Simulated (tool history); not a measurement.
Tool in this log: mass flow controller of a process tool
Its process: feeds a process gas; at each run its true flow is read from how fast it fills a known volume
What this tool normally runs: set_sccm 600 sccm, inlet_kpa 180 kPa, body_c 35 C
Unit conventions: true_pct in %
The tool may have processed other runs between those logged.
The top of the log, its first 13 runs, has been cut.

run	hour	set_sccm	inlet_kpa	body_c	hours of work since the controller was set to zero	hours of work since the controller was changed	true_pct
14	1903.8	600	178	35	5327	5327	99
15	2032.9	600	180	35	5415	5415	98.96
16	2121.5	600	180	26	5475	5475	98.29
# hour 2199.4: controller's zero set anew
17	2313.3	600	180	26	77	5606	98.29
18	2509.1	366	180	26	211	5739	97.75
19	2648.4	600	180	35	305	5833	98.46
20	2816.1	600	180	35	419	5947	98.54
21	2990.7	600	180	35	538	6066	98.31
22	3118	600	180	22	625	6153	97.53
23	3206.3	600	223	35	685	6213	98.04
24	3329.1	600	223	35	768	6296	98.13
25	3494.6	600	223	35	881	6409	98
26	3664.7	799	200	31	996	6525	97.83

What does the tool deliver on the next run?
27	3814.9	615	150	35	1099	6627	?

true_pct: 97.94 %
Without the tool's hidden state the same run would have given true_pct 100.24 %.

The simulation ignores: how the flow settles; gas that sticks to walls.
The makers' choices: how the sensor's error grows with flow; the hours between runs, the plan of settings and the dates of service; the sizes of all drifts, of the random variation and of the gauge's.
